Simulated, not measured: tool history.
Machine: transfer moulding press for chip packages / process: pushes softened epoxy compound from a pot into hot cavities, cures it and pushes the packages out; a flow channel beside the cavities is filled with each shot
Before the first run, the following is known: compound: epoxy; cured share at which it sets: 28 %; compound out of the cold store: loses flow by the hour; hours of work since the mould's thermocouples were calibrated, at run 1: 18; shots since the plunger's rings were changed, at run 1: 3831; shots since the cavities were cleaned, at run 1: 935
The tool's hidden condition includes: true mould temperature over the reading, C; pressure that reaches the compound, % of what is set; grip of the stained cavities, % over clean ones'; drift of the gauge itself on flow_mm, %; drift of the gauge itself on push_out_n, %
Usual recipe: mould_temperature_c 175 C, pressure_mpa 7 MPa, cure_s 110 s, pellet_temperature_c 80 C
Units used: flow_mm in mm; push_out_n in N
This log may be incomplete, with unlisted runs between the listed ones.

run   hour  mould_temperature_c  pressure_mpa  cure_s  pellet_temperature_c  hours of work since the mould's thermocouples were calibrated  shots since the plunger's rings were changed  shots since the cavities were cleaned  incoming compound's hours out of the cold store  flow_mm  push_out_n
  1      0                  175             7     110                    80                                                             18                                          3831                                    935                                             46.2      674         655
      16.3  -- cavities cleaned with cleaning compound and waxed
  2   17.3                  175             7     110                    80                                                             30                                          4046                                     13                                               10      830         972
  3   24.9                  175             7     110                    80                                                             36                                          4151                                    118                                             18.3      797         940
  4   38.4                  175             7     110                    80                                                             46                                          4335                                    302                                             27.2      739         866
  5   50.1                  175             7     110                    80                                                             55                                          4494                                    461                                             24.4      766         856
  6     64                  175             7     110                    80                                                             65                                          4684                                    651                                             13.4      802         877
  7   70.6                  175             7     133                    80                                                             70                                          4774                                    741                                             10.5      819         678
      76.7  -- cavities cleaned with cleaning compound and waxed, once more
  8   83.7                  175           6.1     110                    80                                                             79                                          4933                                     96                                             37.9      659         446
  9   95.7                  175           6.1     110                    80                                                             88                                          5096                                    259                                             33.2      671         495
 10  105.3                  175           6.1     110                    80                                                             95                                          5226                                    389                                             20.3      724         559
 11  112.6                  175           6.1     110                    80                                                            101                                          5327                                    490                                             19.6      733         609
 12  122.8                  175             7     110                    80                                                            108                                          5465                                    628                                             31.5      722         617
 13  138.2                  175          7.96     110                    80                                                            120                                          5675                                    838                                               10      874         696
 14  146.5                  175          7.96     110                    80                                                            126                                          5789                                    952                                             24.7      804         703

Estimate the outcome of run 15 from the log above:
     161.8  -- cavities cleaned with cleaning compound and waxed
 15  161.8                  175             7     110                    78                                                            136                                          5977                                      1                                             19.5        ?           ?

{"run 15": {"flow_mm": 769, "push_out_n": 388}}
Had the tool carried no hidden state, the very same run would have given flow_mm 815 mm, push_out_n 377 N.
